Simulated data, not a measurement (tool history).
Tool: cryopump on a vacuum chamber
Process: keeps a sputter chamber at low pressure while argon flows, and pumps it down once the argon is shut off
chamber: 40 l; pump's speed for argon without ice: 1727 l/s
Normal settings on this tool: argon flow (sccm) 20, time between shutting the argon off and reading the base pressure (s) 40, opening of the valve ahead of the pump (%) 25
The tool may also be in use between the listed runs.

run   hour  argon flow (sccm)  time between shutting the argon off and reading the base pressure (s)  opening of the valve ahead of the pump (%)  pressure while argon flows (Pa)  pressure after the wait (uPa)
  1      0                 20                                                                     40                                          25                           0.0797                            2.5
  2   40.9                 20                                                                     40                                          25                           0.0802                           2.58
  3   78.1                 20                                                                     56                                          25                           0.0807                           2.04
  4  106.7                 20                                                                     40                                          25                           0.0801                           2.56
  5  150.5                 20                                                                     40                                          19                           0.1057                           2.47
  6  192.2                 20                                                                     40                                          25                           0.0811                           2.61
  7    213                 20                                                                     40                                          25                           0.0824                           2.57
  8  251.6                 20                                                                     40                                          25                           0.0829                           2.62
  9  290.1                 20                                                                     40                                          25                           0.0829                           2.53
 10  311.3                 20                                                                     26                                          25                           0.0814                           3.52
 11    337                 20                                                                    107                                          18                           0.1127                           1.61
 12  361.9                 20                                                                    249                                          23                           0.0892                           1.22

Run 13 is up next; what results do you expect?
 13  389.9                 20                                                                    249                                          23                                ?                              ?

{"run 13": {"pressure while argon flows (Pa)": 0.0902, "pressure after the wait (uPa)": 1.29}}
Take away the tool's hidden state, keep the run-to-run variation as it was, and the same run would have given pressure while argon flows (Pa) 0.0858, pressure after the wait (uPa) 0.45.
